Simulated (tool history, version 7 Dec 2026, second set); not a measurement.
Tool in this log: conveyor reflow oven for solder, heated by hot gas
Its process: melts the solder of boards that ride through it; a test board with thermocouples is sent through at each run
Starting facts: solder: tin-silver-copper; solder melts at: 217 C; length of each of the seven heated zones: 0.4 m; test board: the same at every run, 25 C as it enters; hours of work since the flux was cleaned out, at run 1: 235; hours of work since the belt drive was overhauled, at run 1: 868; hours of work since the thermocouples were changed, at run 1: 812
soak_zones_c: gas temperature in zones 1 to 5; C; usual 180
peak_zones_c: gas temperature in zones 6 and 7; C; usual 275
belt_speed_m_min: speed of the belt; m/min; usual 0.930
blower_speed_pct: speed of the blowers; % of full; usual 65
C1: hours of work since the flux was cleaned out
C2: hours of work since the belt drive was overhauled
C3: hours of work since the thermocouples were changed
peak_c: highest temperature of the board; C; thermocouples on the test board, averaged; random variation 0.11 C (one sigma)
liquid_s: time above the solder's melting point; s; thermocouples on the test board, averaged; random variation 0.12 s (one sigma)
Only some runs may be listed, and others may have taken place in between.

{"run": 1, "day": 0.0, "soak_zones_c": 180, "peak_zones_c": 275, "belt_speed_m_min": 0.93, "blower_speed_pct": 65, "C1": 235, "C2": 868, "C3": 812, "peak_c": 261.5, "liquid_s": 44.7}
{"run": 2, "day": 3.154, "soak_zones_c": 180, "peak_zones_c": 275, "belt_speed_m_min": 0.93, "blower_speed_pct": 65, "C1": 267, "C2": 900, "C3": 844, "peak_c": 261.6, "liquid_s": 44.9}
{"day": 4.433, "done": "thermocouples of zones 6 and 7 changed"}
{"run": 3, "day": 5.329, "soak_zones_c": 180, "peak_zones_c": 275, "belt_speed_m_min": 0.93, "blower_speed_pct": 78, "C1": 288, "C2": 922, "C3": 9, "peak_c": 262.3, "liquid_s": 45.4}
{"day": 7.071, "done": "flux residue cleaned out of gas plates and filters"}
{"run": 4, "day": 9.188, "soak_zones_c": 180, "peak_zones_c": 267, "belt_speed_m_min": 0.93, "blower_speed_pct": 65, "C1": 22, "C2": 959, "C3": 46, "peak_c": 251.2, "liquid_s": 40.3}
{"run": 5, "day": 12.138, "soak_zones_c": 180, "peak_zones_c": 275, "belt_speed_m_min": 0.93, "blower_speed_pct": 77, "C1": 52, "C2": 989, "C3": 76, "peak_c": 260.6, "liquid_s": 44.7}
{"run": 6, "day": 15.346, "soak_zones_c": 180, "peak_zones_c": 275, "belt_speed_m_min": 0.93, "blower_speed_pct": 77, "C1": 84, "C2": 1022, "C3": 109, "peak_c": 260.3, "liquid_s": 44.8}
{"run": 7, "day": 17.825, "soak_zones_c": 179, "peak_zones_c": 275, "belt_speed_m_min": 0.93, "blower_speed_pct": 65, "C1": 110, "C2": 1047, "C3": 134, "peak_c": 257.6, "liquid_s": 43.1}
{"run": 8, "day": 20.588, "soak_zones_c": 179, "peak_zones_c": 275, "belt_speed_m_min": 0.93, "blower_speed_pct": 60, "C1": 138, "C2": 1075, "C3": 162, "peak_c": 256.5, "liquid_s": 42.2}
{"run": 9, "day": 22.512, "soak_zones_c": 179, "peak_zones_c": 275, "belt_speed_m_min": 0.93, "blower_speed_pct": 60, "C1": 157, "C2": 1095, "C3": 182, "peak_c": 256.5, "liquid_s": 42.2}
{"run": 10, "day": 25.896, "soak_zones_c": 180, "peak_zones_c": 275, "belt_speed_m_min": 0.93, "blower_speed_pct": 65, "C1": 192, "C2": 1129, "C3": 216, "peak_c": 257.4, "liquid_s": 43.3}
{"run": 11, "day": 29.796, "soak_zones_c": 179, "peak_zones_c": 275, "belt_speed_m_min": 0.93, "blower_speed_pct": 65, "C1": 231, "C2": 1169, "C3": 256, "peak_c": 257.3, "liquid_s": 42.8}
{"day": 31.458, "done": "flux residue cleaned out of gas plates and filters, once more"}
{"run": 12, "day": 34.325, "soak_zones_c": 179, "peak_zones_c": 275, "belt_speed_m_min": 0.93, "blower_speed_pct": 65, "C1": 29, "C2": 1213, "C3": 300, "peak_c": 261.7, "liquid_s": 45.3}
{"run": 13, "day": 37.221, "soak_zones_c": 180, "peak_zones_c": 271, "belt_speed_m_min": 0.93, "blower_speed_pct": 65, "C1": 59, "C2": 1242, "C3": 330, "peak_c": 258.2, "liquid_s": 44.0}
{"run": 14, "day": 39.888, "soak_zones_c": 180, "peak_zones_c": 275, "belt_speed_m_min": 0.93, "blower_speed_pct": 65, "C1": 86, "C2": 1269, "C3": 357, "peak_c": 261.7, "liquid_s": 45.5}
{"run": 15, "day": 42.342, "soak_zones_c": 180, "peak_zones_c": 275, "belt_speed_m_min": 0.93, "blower_speed_pct": 65, "C1": 111, "C2": 1294, "C3": 382, "peak_c": 261.5, "liquid_s": 45.3}
{"run": 16, "day": 45.992, "soak_zones_c": 180, "peak_zones_c": 275, "belt_speed_m_min": 0.93, "blower_speed_pct": 65, "C1": 148, "C2": 1332, "C3": 419, "peak_c": 261.6, "liquid_s": 45.5}
{"run": 17, "day": 47.933, "soak_zones_c": 184, "peak_zones_c": 275, "belt_speed_m_min": 0.989, "blower_speed_pct": 87, "C1": 168, "C2": 1351, "C3": 439, "peak_c": 264.5, "liquid_s": 44.7}
{"run": 18, "day": 50.396, "soak_zones_c": 184, "peak_zones_c": 275, "belt_speed_m_min": 0.989, "blower_speed_pct": 75, "C1": 193, "C2": 1376, "C3": 464, "peak_c": 262.2, "liquid_s": 44.0}
{"run": 19, "day": 52.404, "soak_zones_c": 167, "peak_zones_c": 270, "belt_speed_m_min": 0.757, "blower_speed_pct": 65, "C1": 213, "C2": 1397, "C3": 484, "peak_c": 260.8, "liquid_s": 53.0}
{"run": 20, "day": 56.346, "soak_zones_c": 188, "peak_zones_c": 282, "belt_speed_m_min": 0.93, "blower_speed_pct": 72, "C1": 254, "C2": 1437, "C3": 525, "peak_c": 270.3, "liquid_s": 50.7}
{"run": 21, "day": 58.092, "soak_zones_c": 188, "peak_zones_c": 282, "belt_speed_m_min": 0.93, "blower_speed_pct": 72, "C1": 271, "C2": 1455, "C3": 542, "peak_c": 270.1, "liquid_s": 50.4}
{"run": 22, "day": 60.662, "soak_zones_c": 179, "peak_zones_c": 282, "belt_speed_m_min": 0.93, "blower_speed_pct": 74, "C1": 297, "C2": 1481, "C3": 568, "peak_c": 269.3, "liquid_s": 47.9}
{"day": 61.404, "done": "flux residue cleaned out of gas plates and filters"}
{"run": 23, "day": 63.504, "soak_zones_c": 166, "peak_zones_c": 274, "belt_speed_m_min": 0.821, "blower_speed_pct": 65, "C1": 21, "C2": 1508, "C3": 595, "peak_c": 263.3, "liquid_s": 49.6}
{"run": 24, "day": 67.025, "soak_zones_c": 176, "peak_zones_c": 275, "belt_speed_m_min": 0.97, "blower_speed_pct": 65, "C1": 57, "C2": 1544, "C3": 631, "peak_c": 260.5, "liquid_s": 42.3}
{"run": 25, "day": 70.104, "soak_zones_c": 180, "peak_zones_c": 274, "belt_speed_m_min": 1.037, "blower_speed_pct": 65, "C1": 89, "C2": 1575, "C3": 663, "peak_c": 258.0, "liquid_s": 39.4}
{"run": 26, "day": 72.046, "soak_zones_c": 180, "peak_zones_c": 272, "belt_speed_m_min": 0.967, "blower_speed_pct": 65, "C1": 108, "C2": 1595, "C3": 682, "peak_c": 258.6, "liquid_s": 42.7}
{"run": 27, "day": 75.496, "soak_zones_c": 192, "peak_zones_c": 286, "belt_speed_m_min": 0.967, "blower_speed_pct": 65, "C1": 144, "C2": 1630, "C3": 717, "peak_c": 273.2, "liquid_s": 50.6}
{"run": 28, "day": 77.362, "soak_zones_c": 180, "peak_zones_c": 276, "belt_speed_m_min": 0.93, "blower_speed_pct": 68, "C1": 163, "C2": 1649, "C3": 736, "peak_c": 264.0, "liquid_s": 46.6}
{"day": 80.488, "done": "belt drive overhauled, speed set with a stopwatch"}
{"run": 29, "day": 81.033, "soak_zones_c": 180, "peak_zones_c": 276, "belt_speed_m_min": 0.93, "blower_speed_pct": 68, "C1": 198, "C2": 6, "C3": 772, "peak_c": 262.6, "liquid_s": 44.6}

Forecast each of these 5 alternatives for the next run:
{"run": "A", "day": 84.933, "soak_zones_c": 183, "peak_zones_c": 277, "belt_speed_m_min": 1.082, "blower_speed_pct": 65, "C1": 238, "C2": 45, "C3": 812, "peak_c": "?", "liquid_s": "?"}
{"run": "B", "day": 84.933, "soak_zones_c": 195, "peak_zones_c": 271, "belt_speed_m_min": 1.053, "blower_speed_pct": 65, "C1": 238, "C2": 45, "C3": 812, "peak_c": "?", "liquid_s": "?"}
{"run": "C", "day": 84.933, "soak_zones_c": 180, "peak_zones_c": 271, "belt_speed_m_min": 0.93, "blower_speed_pct": 68, "C1": 238, "C2": 45, "C3": 812, "peak_c": "?", "liquid_s": "?"}
{"run": "D", "day": 84.933, "soak_zones_c": 192, "peak_zones_c": 276, "belt_speed_m_min": 0.911, "blower_speed_pct": 54, "C1": 238, "C2": 45, "C3": 812, "peak_c": "?", "liquid_s": "?"}
{"run": "E", "day": 84.933, "soak_zones_c": 179, "peak_zones_c": 276, "belt_speed_m_min": 0.93, "blower_speed_pct": 51, "C1": 238, "C2": 45, "C3": 812, "peak_c": "?", "liquid_s": "?"}

run=A peak_c=258.0 liquid_s=36.8
run=B peak_c=256.2 liquid_s=40.7
run=C peak_c=258.3 liquid_s=42.8
run=D peak_c=261.8 liquid_s=48.6
run=E peak_c=257.7 liquid_s=41.8
The same runs, with their run-to-run variation unchanged, on a tool lacking any hidden condition would have given:
run=A peak_c=257.9 liquid_s=36.8
run=B peak_c=255.8 liquid_s=40.7
run=C peak_c=257.8 liquid_s=42.8
run=D peak_c=261.1 liquid_s=48.4
run=E peak_c=257.1 liquid_s=41.6
